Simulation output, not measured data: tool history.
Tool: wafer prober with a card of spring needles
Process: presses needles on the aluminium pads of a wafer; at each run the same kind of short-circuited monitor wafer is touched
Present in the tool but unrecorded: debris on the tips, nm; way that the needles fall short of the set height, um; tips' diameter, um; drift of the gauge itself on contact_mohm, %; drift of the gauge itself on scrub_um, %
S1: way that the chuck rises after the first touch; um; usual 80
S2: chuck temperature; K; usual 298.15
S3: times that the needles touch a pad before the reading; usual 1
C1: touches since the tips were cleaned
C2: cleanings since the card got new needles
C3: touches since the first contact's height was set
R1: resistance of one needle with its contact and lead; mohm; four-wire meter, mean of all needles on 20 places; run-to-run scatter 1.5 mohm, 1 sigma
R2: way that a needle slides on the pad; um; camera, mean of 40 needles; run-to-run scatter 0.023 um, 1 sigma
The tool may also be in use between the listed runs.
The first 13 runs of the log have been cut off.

| run | hour | S1 | S2 | S3 | C1 | C2 | C3 | R1 | R2 |
|---|---|---|---|---|---|---|---|---|---|
|  | 83.6 | tips cleaned on abrasive film |
| 14 | 92.7 | 80 | 298.15 | 1 | 5043 | 18 | 130683 | 152 | 17.7 |
|  | 95 | tips cleaned on abrasive film |
| 15 | 99.6 | 80 | 298.15 | 2 | 2592 | 19 | 134531 | 144 | 17.71 |
| 16 | 105.7 | 80 | 298.15 | 2 | 5995 | 19 | 137934 | 147 | 17.67 |
|  | 106.3 | tips cleaned on abrasive film |
| 17 | 110.5 | 90 | 356.15 | 2 | 2349 | 20 | 140527 | 153 | 19.95 |
|  | 117.5 | tips cleaned on abrasive film |
| 18 | 119.1 | 90 | 356.15 | 2 | 895 | 21 | 145309 | 150 | 19.89 |
| 19 | 128 | 80 | 306.15 | 2 | 5878 | 21 | 150292 | 146 | 17.66 |
|  | 128.7 | tips cleaned on abrasive film |
|  | 133.8 | height of the first contact set anew |
| 20 | 134.5 | 80 | 306.15 | 2 | 3030 | 22 | 368 | 148 | 17.93 |
| 21 | 139.1 | 80 | 299.15 | 1 | 5609 | 22 | 2947 | 153 | 17.92 |
|  | 141 | tips cleaned on abrasive film |
| 22 | 145.1 | 80 | 395.15 | 1 | 2314 | 23 | 6279 | 163 | 17.95 |
| 23 | 150.9 | 95 | 321.15 | 1 | 5540 | 23 | 9505 | 149 | 21.25 |
|  | 152.3 | tips cleaned on abrasive film |
| 24 | 155.7 | 95 | 321.15 | 1 | 1905 | 24 | 12134 | 148 | 21.28 |
|  | 163.7 | tips cleaned on abrasive film |
| 25 | 166.1 | 83 | 310.15 | 1 | 1356 | 25 | 17921 | 151 | 18.54 |
| 26 | 171.4 | 86 | 331.15 | 1 | 4280 | 25 | 20845 | 155 | 19.22 |
|  | 175 | tips cleaned on abrasive film |
| 27 | 175.8 | 86 | 331.15 | 1 | 460 | 26 | 23272 | 147 | 19.26 |
|  | 186.5 | tips cleaned on abrasive film |
| 28 | 186.5 | 86 | 331.15 | 1 | 0 | 27 | 29207 | 147 | 19.23 |
| 29 | 192.6 | 80 | 327.15 | 1 | 3407 | 27 | 32614 | 154 | 17.87 |
|  | 197.8 | tips cleaned on abrasive film |
| 30 | 198.4 | 80 | 327.15 | 1 | 293 | 28 | 35762 | 148 | 17.85 |

Each row is a separate what-if for the run after 30, all from the same tool condition, not one after another. Results?
| A | 205.4 | 77 | 340.15 | 1 | 4220 | 28 | 39689 | ? | ? |
| B | 205.4 | 97 | 325.15 | 2 | 4220 | 28 | 39689 | ? | ? |
| C | 205.4 | 63 | 327.15 | 1 | 4220 | 28 | 39689 | ? | ? |
| D | 205.4 | 80 | 336.15 | 1 | 4220 | 28 | 39689 | ? | ? |
| E | 205.4 | 62 | 327.15 | 1 | 4220 | 28 | 39689 | ? | ? |

| run | R1 | R2 |
|---|---|---|
| A | 161 | 17.16 |
| B | 145 | 21.7 |
| C | 167 | 14.03 |
| D | 156 | 17.87 |
| E | 167 | 13.83 |
Stripped of hidden state, with their random variation kept, the same runs would have yielded:
| run | R1 | R2 |
|---|---|---|
| A | 148 | 17.22 |
| B | 140 | 21.76 |
| C | 149 | 14.09 |
| D | 144 | 17.93 |
| E | 149 | 13.89 |
